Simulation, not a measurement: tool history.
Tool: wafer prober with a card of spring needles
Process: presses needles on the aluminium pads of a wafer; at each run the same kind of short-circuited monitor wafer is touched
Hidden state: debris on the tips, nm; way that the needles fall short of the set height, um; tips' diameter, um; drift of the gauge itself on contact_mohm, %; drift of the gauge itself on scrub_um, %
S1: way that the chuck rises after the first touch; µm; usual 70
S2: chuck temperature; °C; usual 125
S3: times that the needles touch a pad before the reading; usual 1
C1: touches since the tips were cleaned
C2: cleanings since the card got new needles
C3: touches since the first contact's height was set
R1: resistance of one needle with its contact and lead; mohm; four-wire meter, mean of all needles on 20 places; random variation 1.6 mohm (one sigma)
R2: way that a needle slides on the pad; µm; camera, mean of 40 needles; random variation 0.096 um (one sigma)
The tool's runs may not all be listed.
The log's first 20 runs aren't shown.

run     day  S1   S2  S3    C1   C2      C3   R1     R2
     13.179  -- tips cleaned on abrasive film
     13.538  -- tips cleaned on abrasive film
     13.908  -- tips cleaned on abrasive film
 21  13.912  82   71   1    48  125   83240  152  16.31
     14.288  -- tips cleaned on abrasive film
     14.646  -- tips cleaned on abrasive film
 22  14.725  70   56   1   563  127   88951  163  13.68
     15.046  -- tips cleaned on abrasive film
 23  15.362  64   85   1  2251  128   93462  195  12.64
     15.417  -- tips cleaned on abrasive film
     15.821  -- tips cleaned on abrasive film
 24  15.854  60  125   1   234  130   96887  173  11.74
     16.183  -- tips cleaned on abrasive film
     16.550  -- tips cleaned on abrasive film
 25  16.867  57  123   1  2257  132  104015  212  11.06
     16.958  -- tips cleaned on abrasive film
     17.321  -- tips cleaned on abrasive film
     17.679  -- tips cleaned on abrasive film
 26  17.867  57  123   1  1328  135  111038  197  11.18
     18.071  -- tips cleaned on abrasive film
     18.467  -- tips cleaned on abrasive film
 27  18.562  76   94   2   696  137  115925  162  15.13
     18.858  -- tips cleaned on abrasive film
     19.258  -- tips cleaned on abrasive film
 28  19.467  70   68   1  1484  139  122294  175  13.69
     19.675  -- tips cleaned on abrasive film
     20.075  -- tips cleaned on abrasive film
 29  20.208  73   86   2   942  141  127488  166  14.37
     20.433  -- tips cleaned on abrasive film
     20.846  -- tips cleaned on abrasive film
 30  21.146  73   86   2  2115  143  134094  174  14.27

Forecast each of these 3 alternatives for the next run:
     21.283  -- tips cleaned on abrasive film
  A  21.562  71  125   1  1975  144  137042   ?   ?
     21.283  -- tips cleaned on abrasive film
  B  21.562  70   25   1  1975  144  137042   ?   ?
     21.283  -- tips cleaned on abrasive film
  C  21.562  68   49   2  1975  144  137042   ?   ?

run   R1     R2
  A  191  13.92
  B  178  13.66
  C  171  13.15
Without the tool's hidden state the same runs would have given:
run   R1     R2
  A  157  14.63
  B  139  14.37
  C  145  13.86
